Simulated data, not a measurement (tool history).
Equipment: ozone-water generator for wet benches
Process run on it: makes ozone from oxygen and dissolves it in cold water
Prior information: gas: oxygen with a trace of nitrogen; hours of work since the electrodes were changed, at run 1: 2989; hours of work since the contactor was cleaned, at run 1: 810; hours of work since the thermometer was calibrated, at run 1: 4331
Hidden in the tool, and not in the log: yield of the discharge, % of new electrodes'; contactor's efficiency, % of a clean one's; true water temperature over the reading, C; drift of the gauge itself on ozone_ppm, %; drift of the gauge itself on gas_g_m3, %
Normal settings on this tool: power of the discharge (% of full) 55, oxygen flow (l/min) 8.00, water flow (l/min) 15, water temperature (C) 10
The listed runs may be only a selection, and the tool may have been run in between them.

run,hour,power of the discharge (% of full),oxygen flow (l/min),water flow (l/min),water temperature (C),hours of work since the electrodes were changed,hours of work since the contactor was cleaned,hours of work since the thermometer was calibrated,dissolved ozone (ppm),ozone in the gas ahead of the water (g/m3)
1,0.0,55,8.00,15,10,2989,810,4331,24.3,134.7
2,170.6,55,8.00,15,10,3144,964,4485,23.9,132.9
3,293.3,55,8.00,15,10,3255,1075,4596,23.7,133.8
4,448.0,55,8.00,15,10,3395,1216,4736,23.9,133.5
5,525.8,55,8.00,15,10,3466,1286,4807,23.6,131.9
6,686.0,55,8.00,15,10,3611,1431,4952,23.8,133.1
7,787.6,55,8.00,15,10,3703,1523,5044,23.6,132.0
8,944.9,55,8.00,15,10,3845,1666,5186,23.4,132.2
9,1114.5,55,8.00,15,10,3999,1819,5340,23.4,132.3
# hour 1129.0: water thermometer calibrated
10,1273.6,55,8.00,15,10,4142,1963,131,23.2,131.7
# hour 1394.9: water thermometer calibrated, once more
11,1407.9,55,8.00,15,10,4264,2084,12,23.3,130.2
12,1569.5,55,8.00,15,10,4410,2230,158,23.1,131.5
13,1690.0,55,8.00,15,10,4519,2340,267,23.0,129.6
14,1838.9,55,8.00,15,10,4654,2474,402,23.1,127.7
15,1936.7,55,5.19,15,10,4743,2563,491,22.5,156.3
16,2119.4,55,5.19,15,10,4908,2728,656,22.3,155.1
17,2208.2,55,5.39,15,10,4989,2809,737,22.3,152.7
18,2374.1,55,5.39,13,10,5139,2959,887,24.3,150.8
19,2457.0,55,8.00,15,10,5214,3034,962,22.3,127.5
20,2631.4,74,4.59,14,10,5372,3192,1120,28.9,207.6
21,2709.4,87,12.05,13,15,5442,3263,1191,30.9,155.0
22,2891.6,55,7.82,12,10,5607,3428,1356,25.4,127.6
23,3044.7,55,7.82,12,10,5746,3566,1494,25.5,127.6
24,3142.4,55,7.82,12,10,5835,3655,1583,25.3,126.5
25,3315.1,55,8.00,15,10,5991,3811,1739,22.0,124.3
26,3478.7,80,7.60,17,18,6139,3960,1887,23.8,174.5
27,3594.8,80,7.60,17,18,6244,4065,1992,23.5,173.3
28,3673.3,55,8.00,12,10,6315,4136,2064,24.9,124.8
29,3801.1,55,8.00,12,10,6431,4252,2179,24.6,123.3
30,3888.3,46,8.00,12,10,6510,4331,2258,21.6,107.7
31,4031.5,55,8.00,15,9,6640,4460,2388,22.1,122.2
32,4153.3,55,10.72,15,8,6750,4571,2498,22.2,109.2
33,4276.0,55,8.00,13,9,6861,4682,2609,23.7,123.6

Each row is a separate what-if for the run after 33, all from the same tool condition, not one after another. Results?
A,4404.7,73,8.82,15,10,6978,4798,2726,?,?
B,4404.7,61,8.00,10,5,6978,4798,2726,?,?
C,4404.7,55,8.00,19,13,6978,4798,2726,?,?

run,dissolved ozone (ppm),ozone in the gas ahead of the water (g/m3)
A,26.6,147.9
B,32.4,133.4
C,16.8,121.8
With no hidden state in the tool, these same runs would have given:
run,dissolved ozone (ppm),ozone in the gas ahead of the water (g/m3)
A,33.8,179.7
B,39.8,157.5
C,20.6,141.4
